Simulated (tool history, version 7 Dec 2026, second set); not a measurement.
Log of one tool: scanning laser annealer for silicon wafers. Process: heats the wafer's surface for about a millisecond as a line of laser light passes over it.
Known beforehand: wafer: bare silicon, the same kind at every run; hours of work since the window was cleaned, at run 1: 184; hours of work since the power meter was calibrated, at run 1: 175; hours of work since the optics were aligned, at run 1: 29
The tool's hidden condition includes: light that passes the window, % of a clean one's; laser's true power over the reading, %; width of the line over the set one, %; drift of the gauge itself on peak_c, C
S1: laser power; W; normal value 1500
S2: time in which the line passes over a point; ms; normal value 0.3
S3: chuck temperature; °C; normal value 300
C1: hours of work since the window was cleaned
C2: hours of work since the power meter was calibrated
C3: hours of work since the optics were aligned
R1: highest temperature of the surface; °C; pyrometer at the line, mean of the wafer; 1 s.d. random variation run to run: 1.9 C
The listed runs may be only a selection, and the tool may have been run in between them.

run     day    S1     S2   S3   C1   C2   C3    R1
  1       0  1500    0.3  300  184  175   29  1126
  2   0.375  1500    0.3  300  190  180   34  1126
  3   0.662  1500    0.3  300  194  185   39  1124
  4   0.967  1500    0.3  300  199  189   43  1123
  5    1.35  1617    0.3  300  205  195   49  1196
  6   1.708  1617    0.3  300  210  201   55  1198
  7   2.004  1573    0.3  300  215  205   59  1171
  8   2.604  1573    0.3  300  224  214   68  1168
  9   2.917  1500    0.3  295  229  219   73  1120
 10   3.204  1500  0.272  295  233  223   77  1084
 11   3.767  1276    0.3  300  241  232   86   987
 12     4.1  1276    0.3  300  246  237   91   986
 13    4.55  1276    0.3  300  253  244   98   987
 14   4.975  1276    0.3  300  260  250  104   989
 15   5.421  1500    0.3  300  267  257  111  1124
 16   5.925  1500    0.3  300  274  265  119  1124
 17   6.467  1500    0.3  300  282  273  127  1124
 18   6.796  1500    0.3  312  288  278  132  1134
 19   7.196  1500    0.3  312  294  284  138  1137
 20   7.529  1644  0.309  312  299  289  143  1238
 21   8.133  1644  0.309  312  308  298  152  1236
 22   8.583  1644  0.309  271  315  305  159  1198
 23   8.896  1500    0.3  298  319  310  164  1125
 24     9.2  1632  0.225  298  324  315  169  1091
 25   9.483  1632  0.225  298  328  319  173  1087
 26  10.042  1629  0.217  308  337  327  181  1084
 27  10.458  1629  0.217  308  343  334  188  1083
 28  10.958  1468  0.371  320  351  341  195  1210
 29  11.342  1468  0.371  337  357  347  201  1229
 30  11.971  1516    0.3  260  366  357  211  1092
 31  12.596  1516    0.3  260  376  366  220  1091
 32  12.912  1504  0.276  268  380  371  225  1057
 33  13.262  1632  0.252  300  386  376  230  1135
 34  13.658  1575  0.367  282  392  382  236  1242
 35  14.283  1575  0.367  282  401  392  246  1238
 36  14.733  1406  0.215  273  408  399  253   930
 37  15.229  1406  0.215  273  416  406  260   927

Predict the results of run 38:
 38  15.825  1533  0.241  325  425  415  269   ?

R1: 1088 °C
Minus the tool's unlogged condition, the same run would have read R1 1088 °C.
